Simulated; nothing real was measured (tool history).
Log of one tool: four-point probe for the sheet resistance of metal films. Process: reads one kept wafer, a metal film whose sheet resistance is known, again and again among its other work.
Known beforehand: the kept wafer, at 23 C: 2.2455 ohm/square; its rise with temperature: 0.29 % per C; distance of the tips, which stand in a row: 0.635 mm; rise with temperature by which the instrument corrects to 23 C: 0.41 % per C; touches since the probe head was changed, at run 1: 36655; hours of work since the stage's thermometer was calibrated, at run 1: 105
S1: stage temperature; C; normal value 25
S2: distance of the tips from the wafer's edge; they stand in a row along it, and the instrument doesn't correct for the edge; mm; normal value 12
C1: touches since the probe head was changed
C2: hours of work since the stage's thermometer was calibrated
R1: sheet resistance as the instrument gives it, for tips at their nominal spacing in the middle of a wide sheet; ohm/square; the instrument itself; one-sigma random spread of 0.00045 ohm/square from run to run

Run 1, day 0: usual settings; C1 36655; C2 105. Result: R1 2.249265 ohm/square.
Run 2, day 1.721: usual settings; C1 38452; C2 128. Result: R1 2.249749 ohm/square.
Run 3, day 3.054: usual settings; C1 39841; C2 145. Result: R1 2.249679 ohm/square.
Run 4, day 3.908: usual settings; C1 40734; C2 156. Result: R1 2.250211 ohm/square.
Run 5, day 4.679: usual settings; C1 41542; C2 167. Result: R1 2.250124 ohm/square.
Run 6, day 5.975: usual settings; C1 42895; C2 184. Result: R1 2.250864 ohm/square.
Run 7, day 6.933: usual settings; C1 43892; C2 196. Result: R1 2.250134 ohm/square.
Run 8, day 8.288: usual settings; C1 45306; C2 214. Result: R1 2.25091 ohm/square.
Run 9, day 9.933: usual settings; C1 47023; C2 236. Result: R1 2.250792 ohm/square.
Run 10, day 11.125: usual settings; C1 48268; C2 251. Result: R1 2.251688 ohm/square.
Run 11, day 12.129: usual settings; C1 49316; C2 264. Result: R1 2.250619 ohm/square.
Run 12, day 13.962: usual settings; C1 51232; C2 289. Result: R1 2.251832 ohm/square.
Run 13, day 15.4: usual settings; C1 52733; C2 308. Result: R1 2.251718 ohm/square.
Run 14, day 16.717: usual settings; C1 54106; C2 325. Result: R1 2.251799 ohm/square.
Run 15, day 17.729: usual settings; C1 55165; C2 338. Result: R1 2.253222 ohm/square.
Run 16, day 18.588: usual settings; C1 56060; C2 349. Result: R1 2.253267 ohm/square.
Run 17, day 19.492: usual settings; C1 57005; C2 361. Result: R1 2.252246 ohm/square.
Run 18, day 21.221: usual settings but S2 18 mm; C1 58809; C2 384. Result: R1 2.250127 ohm/square.
Run 19, day 22.467: usual settings; C1 60109; C2 400. Result: R1 2.253176 ohm/square.
Run 20, day 23.658: usual settings; C1 61355; C2 416. Result: R1 2.252708 ohm/square.
Run 21, day 24.533: usual settings; C1 62268; C2 428. Result: R1 2.253125 ohm/square.
Run 22, day 26.15: usual settings; C1 63954; C2 449. Result: R1 2.253021 ohm/square.
Run 23, day 27.504: usual settings but S2 4 mm; C1 65370; C2 467. Result: R1 2.280392 ohm/square.
Run 24, day 29.258: usual settings but S2 4 mm; C1 67200; C2 490. Result: R1 2.280166 ohm/square.
Run 25, day 30.425: usual settings but S1 32 C, S2 31 mm; C1 68419; C2 505. Result: R1 2.232293 ohm/square.
Run 26, day 31.596: usual settings but S1 24 C, S2 38 mm; C1 69642; C2 521. Result: R1 2.253777 ohm/square.
Run 27, day 32.579: usual settings but S1 24 C, S2 38 mm; C1 70667; C2 533. Result: R1 2.25459 ohm/square.
Run 28, day 34.262: usual settings but S1 21 C, S2 5 mm; C1 72427; C2 556. Result: R1 2.281082 ohm/square.
Run 29, day 35.512: usual settings but S1 20 C, S2 3 mm; C1 73730; C2 572. Result: R1 2.319535 ohm/square.
Run 30, day 36.983: usual settings but S1 33 C, S2 18 mm; C1 75267; C2 591. Result: R1 2.231452 ohm/square.
Run 31, day 37.846: usual settings but S1 34 C, S2 17 mm; C1 76167; C2 603. Result: R1 2.228772 ohm/square.
Run 32, day 38.95: usual settings but S1 21 C, S2 21 mm; C1 77318; C2 617. Result: R1 2.265002 ohm/square.
Run 33, day 40.45: usual settings but S1 34 C; C1 78883; C2 637. Result: R1 2.231418 ohm/square.
Run 34, day 42.208: usual settings but S1 34 C; C1 80721; C2 660. Result: R1 2.231666 ohm/square.
Run 35, day 42.988: usual settings but S1 21 C, S2 26 mm; C1 81536; C2 670. Result: R1 2.265034 ohm/square.
Run 36, day 43.754: usual settings but S1 30 C, S2 4 mm; C1 82334; C2 680. Result: R1 2.268903 ohm/square.
Run 37, day 45.162: usual settings but S1 21 C, S2 4 mm; C1 83805; C2 699. Result: R1 2.294912 ohm/square.
Run 38, day 46.771: usual settings but S1 19 C; C1 85482; C2 720. Result: R1 2.274121 ohm/square.
Run 39, day 48.608: usual settings but S1 19 C; C1 87402; C2 744. Result: R1 2.274016 ohm/square.
Run 40, day 50.283: usual settings but S1 20 C, S2 40 mm; C1 89150; C2 766. Result: R1 2.267832 ohm/square.
Run 41, day 51.992: usual settings but S1 18 C, S2 16 mm; C1 90933; C2 789. Result: R1 2.276352 ohm/square.
Run 42, day 53.146: usual settings but S1 29 C, S2 4 mm; C1 92142; C2 804. Result: R1 2.273196 ohm/square.
Run 43, day 54.321: usual settings but S2 40 mm; C1 93366; C2 819. Result: R1 2.255328 ohm/square.
Run 44, day 55.738: usual settings but S1 29 C, S2 45 mm; C1 94847; C2 838. Result: R1 2.243988 ohm/square.
Run 45, day 56.833: usual settings but S1 29 C, S2 45 mm; C1 95988; C2 853. Result: R1 2.244634 ohm/square.
Run 46, day 58.004: usual settings but S1 29 C, S2 45 mm; C1 97212; C2 868. Result: R1 2.244421 ohm/square.

For some of the steps in R1 from one run to the next: how much would appear even if the tool had no hidden state, given the settings, what came in and random variation, and how much remains for the hidden state plus any gauge scatter that the measured result and the result without hidden state don't share?
The tool's hidden condition here consists of: inner tips' distance over the nominal, %; tips' flats over new ones', %; wafer's true temperature over the reading, C; drift of the gauge itself on sheet_ohm, %.
Run 24 -> 25: S1 25 -> 32, S2 4 -> 31. R1 -0.047873 ohm/square: hidden state -0.000044, all else -0.047829.
Run 28 -> 29: S1 21 -> 20, S2 5 -> 3. R1 +0.038453 ohm/square: hidden state +0.000386, all else +0.038067.
Run 29 -> 30: S1 20 -> 33, S2 3 -> 18. R1 -0.088083 ohm/square: hidden state -0.00025, all else -0.087833.
Run 31 -> 32: S1 34 -> 21, S2 17 -> 21. R1 +0.03623 ohm/square: hidden state +0.000416, all else +0.035814.
Run 36 -> 37: S1 30 -> 21. R1 +0.026009 ohm/square: hidden state +0.000386, all else +0.025623.

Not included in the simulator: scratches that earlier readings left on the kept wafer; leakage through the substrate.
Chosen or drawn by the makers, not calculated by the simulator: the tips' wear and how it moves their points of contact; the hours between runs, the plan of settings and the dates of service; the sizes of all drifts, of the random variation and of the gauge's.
